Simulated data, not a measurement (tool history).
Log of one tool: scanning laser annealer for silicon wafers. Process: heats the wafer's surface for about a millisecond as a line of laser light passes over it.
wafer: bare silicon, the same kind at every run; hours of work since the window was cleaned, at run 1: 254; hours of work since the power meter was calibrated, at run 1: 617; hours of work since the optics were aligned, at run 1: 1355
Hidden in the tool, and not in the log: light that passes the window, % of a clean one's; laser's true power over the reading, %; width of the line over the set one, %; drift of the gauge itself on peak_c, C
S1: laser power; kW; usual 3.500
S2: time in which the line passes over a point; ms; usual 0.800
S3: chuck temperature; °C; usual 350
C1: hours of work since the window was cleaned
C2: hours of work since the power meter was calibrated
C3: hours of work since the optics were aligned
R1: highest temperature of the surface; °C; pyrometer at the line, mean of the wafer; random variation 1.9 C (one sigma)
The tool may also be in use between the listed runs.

| run | day | S1 | S2 | S3 | C1 | C2 | C3 | R1 |
|---|---|---|---|---|---|---|---|---|
| 1 | 0.000 | 3.500 | 0.800 | 350 | 254 | 617 | 1355 | 1059 |
| 2 | 1.438 | 3.500 | 0.800 | 350 | 280 | 642 | 1381 | 1056 |
| 3 | 2.721 | 3.500 | 0.800 | 350 | 303 | 665 | 1403 | 1054 |
|  | 3.229 | window over the wafer cleaned |
| 4 | 4.579 | 3.500 | 0.636 | 350 | 24 | 697 | 1435 | 1025 |
| 5 | 5.558 | 3.500 | 0.636 | 350 | 41 | 714 | 1452 | 1023 |
| 6 | 7.367 | 3.500 | 0.800 | 350 | 74 | 746 | 1485 | 1086 |
| 7 | 8.721 | 3.700 | 0.885 | 382 | 98 | 770 | 1509 | 1191 |
| 8 | 9.658 | 3.700 | 0.885 | 382 | 114 | 787 | 1525 | 1191 |
| 9 | 11.067 | 3.159 | 0.937 | 348 | 139 | 812 | 1550 | 1038 |
| 10 | 12.867 | 3.845 | 0.882 | 350 | 172 | 844 | 1582 | 1178 |
| 11 | 13.654 | 3.845 | 0.882 | 350 | 186 | 858 | 1596 | 1181 |

Forecast each of these 5 alternatives for the next run:
| A | 14.446 | 3.500 | 0.567 | 387 | 200 | 872 | 1610 | ? |
| B | 14.446 | 3.241 | 0.658 | 350 | 200 | 872 | 1610 | ? |
| C | 14.446 | 3.703 | 0.800 | 350 | 200 | 872 | 1610 | ? |
| D | 14.446 | 3.206 | 0.800 | 388 | 200 | 872 | 1610 | ? |
| E | 14.446 | 3.808 | 0.645 | 361 | 200 | 872 | 1610 | ? |

| run | R1 |
|---|---|
| A | 1002 |
| B | 952 |
| C | 1112 |
| D | 1034 |
| E | 1076 |
Without the tool's hidden state the same runs would have given:
| run | R1 |
|---|---|
| A | 1045 |
| B | 994 |
| C | 1165 |
| D | 1079 |
| E | 1126 |
